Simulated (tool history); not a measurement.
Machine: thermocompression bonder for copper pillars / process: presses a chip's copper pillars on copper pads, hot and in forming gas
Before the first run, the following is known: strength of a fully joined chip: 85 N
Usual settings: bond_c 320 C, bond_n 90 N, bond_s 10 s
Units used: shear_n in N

| run | hour | bond_c | bond_n | bond_s | shear_n |
|---|---|---|---|---|---|
| 1 | 0 | 320 | 90 | 10 | 39.5 |
| 2 | 16.7 | 320 | 90 | 10 | 41 |
| 3 | 39.2 | 320 | 90 | 10 | 39.1 |
| 4 | 62.1 | 320 | 90 | 10 | 40.8 |
| 5 | 77.2 | 320 | 90 | 10 | 39.9 |
| 6 | 90.6 | 320 | 90 | 10 | 39.3 |
| 7 | 110.3 | 320 | 90 | 10 | 38.8 |
| 8 | 132 | 320 | 90 | 10 | 38.9 |
| 9 | 156.5 | 320 | 90 | 10 | 38.3 |
| 10 | 176.5 | 348 | 78 | 15 | 51.2 |
| 11 | 187.6 | 327 | 124 | 23 | 63.2 |
| 12 | 201.8 | 337 | 90 | 10 | 44.8 |

Difference, measured minus no-hidden-state, one row per run. Run-to-run variation is common to both terms; the gauge's own scatter need not be:
The tool's hidden condition here consists of: true temperature of the bond over the reading, C; force that reaches the chip, % of what is set; oxide that the forming gas leaves, % of the face; drift of the gauge itself on shear_n, %.
| run | shear_n |
|---|---|
| 1 | -3.8 |
| 2 | -4 |
| 3 | -4.1 |
| 4 | -4.4 |
| 5 | -4.4 |
| 6 | -4.6 |
| 7 | -4.8 |
| 8 | -4.9 |
| 9 | -5.2 |
| 10 | -5.9 |
| 11 | -6.6 |
| 12 | -5.8 |
